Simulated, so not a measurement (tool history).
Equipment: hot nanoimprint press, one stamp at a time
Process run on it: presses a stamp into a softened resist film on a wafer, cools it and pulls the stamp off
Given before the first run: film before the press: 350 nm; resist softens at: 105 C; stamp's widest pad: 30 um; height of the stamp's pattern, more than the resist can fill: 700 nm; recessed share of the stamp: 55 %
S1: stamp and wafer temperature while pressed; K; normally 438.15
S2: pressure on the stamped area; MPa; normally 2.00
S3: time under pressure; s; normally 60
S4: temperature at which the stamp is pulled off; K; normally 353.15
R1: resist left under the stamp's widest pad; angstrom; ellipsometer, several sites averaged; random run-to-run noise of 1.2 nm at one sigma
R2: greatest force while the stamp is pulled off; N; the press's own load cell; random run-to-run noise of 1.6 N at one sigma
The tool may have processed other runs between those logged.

run   hour      S1    S2  S3      S4    R1   R2
  1    0.0  438.15  2.00  60  353.15  1755  239
  2    7.5  438.15  2.00  60  353.15  1748  237
  3   15.6  438.15  2.00  60  350.15  1739  252
  4   22.0  438.15  2.00  60  349.15  1748  260
  5   28.7  438.15  2.00  60  349.15  1745  258
  6   39.5  438.15  2.00  60  350.15  1761  255
  7   48.3  438.15  2.00  60  350.15  1756  253
  8   57.2  438.15  2.00  60  353.15  1721  237
  9   63.2  438.15  2.00  60  353.15  1726  239
 10   74.1  438.15  2.00  60  353.15  1739  238
 11   83.1  438.15  2.00  60  353.15  1750  241
 12   95.7  438.15  2.00  60  353.15  1723  240
 13  102.0  438.15  2.00  47  353.15  1892  238
     109.0  -- stamp cleaned and given a new release coat
 14  120.4  438.15  2.00  47  353.15  1872  215
 15  126.5  438.15  2.00  47  353.15  1890  217
     133.4  -- plate thermocouple calibrated
 16  143.9  438.15  2.00  47  353.15  2095  234
 17  152.3  438.15  2.50  41  353.15  2006  234
 18  158.8  438.15  2.00  60  348.15  1931  263
 19  164.9  438.15  2.00  60  348.15  1946  260
 20  177.1  444.15  2.63  60  348.15  1339  263
 21  188.2  438.15  1.47  60  352.15  2116  241
 22  198.3  449.15  1.49  45  342.15  1584  292
 23  207.6  438.15  2.00  74  342.15  1791  296
 24  219.8  438.15  2.00  48  349.15  2042  259
 25  226.6  438.15  2.00  48  349.15  2028  259
 26  235.7  438.15  1.40  60  358.15  2185  211
 27  243.0  438.15  1.40  60  358.15  2157  210
 28  254.1  439.15  2.10  39  346.15  2072  276
 29  264.3  439.15  1.43  37  346.15  2360  276

Predict each of these 4 candidate next runs independently; none follows another, all start after run 29:
  A  275.0  438.15  2.00  56  350.15   ?   ?
  B  275.0  438.15  2.00  60  344.15   ?   ?
  C  275.0  439.15  2.51  41  346.15   ?   ?
  D  275.0  438.15  1.40  60  353.15   ?   ?

run    R1   R2
  A  1934  254
  B  1912  286
  C  1902  278
  D  2160  240
With no hidden state in the tool, these same runs would have given:
run    R1   R2
  A  1941  245
  B  1919  276
  C  1904  268
  D  2173  232
